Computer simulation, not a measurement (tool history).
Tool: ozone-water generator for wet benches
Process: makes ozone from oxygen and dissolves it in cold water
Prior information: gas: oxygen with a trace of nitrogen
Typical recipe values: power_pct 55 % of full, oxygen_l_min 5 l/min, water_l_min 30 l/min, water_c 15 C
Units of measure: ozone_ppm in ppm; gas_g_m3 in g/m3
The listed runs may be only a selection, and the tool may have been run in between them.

run	hour	power_pct	oxygen_l_min	water_l_min	water_c	ozone_ppm	gas_g_m3
1	0	55	5	30	15	14.9	159
2	68.5	55	5	30	15	15.2	158.7
3	101	55	5	30	16	15.1	157.5
4	147.4	55	5	30	15	14.9	159.5
5	210.1	55	5	30	17	15	158.9
6	273.3	55	5	30	17	14.8	160.9
7	314.6	55	3.28	30	15	13.1	185.2
8	348.3	55	3.28	30	18	12.7	184.1
9	408.9	55	3.28	30	18	12.8	188.1
10	478.9	55	3.28	30	18	12.7	184.9
11	523.8	55	5	30	7	16.3	159.9
12	591.9	55	5	30	7	16.5	160
13	642.5	55	5	30	15	15	159.1
14	709.2	55	5	30	15	15.3	160.1
15	770.4	55	5	30	15	15.4	158.7
16	820.7	76	3.51	24	13	19.3	214.3
17	886.4	76	3.51	24	13	19.4	212.2
# hour 903.4: water thermometer calibrated
18	958.4	46	4.52	32	8	13.4	149.9
19	994	46	4.52	30	8	14.3	150.6
20	1049.6	46	4.52	30	8	14.2	152.1
21	1122.3	50	2.76	26	8	13.7	190.4
22	1193.6	50	2.76	26	8	13.8	190.8
23	1224.9	55	5.98	47	15	10.7	149.1
24	1262	62	5.98	36	15	14.5	157.9
25	1303.8	62	5.98	36	15	14.3	158.6
26	1350.9	62	5.98	39	15	13.6	158
27	1398.4	62	5.98	39	15	13.5	158
28	1432.7	62	5.98	39	15	13.4	159.2

5 options for the next run, each taken on its own from the tool as it stands now. Forecast them:
A	1496	55	3.27	44	11	?	?
B	1496	48	2.66	39	9	?	?
C	1496	94	5.98	39	15	?	?
D	1496	55	8.33	22	11	?	?
E	1496	77	5	30	15	?	?

run	ozone_ppm	gas_g_m3
A	9.3	188.4
B	8.9	187.3
C	16.7	197
D	22.6	134.3
E	17.8	189.6
Had the tool no hidden state, the same runs would have come out as:
run	ozone_ppm	gas_g_m3
A	9.3	188.7
B	8.9	187.6
C	16.8	197.4
D	22.7	134.5
E	17.8	189.9
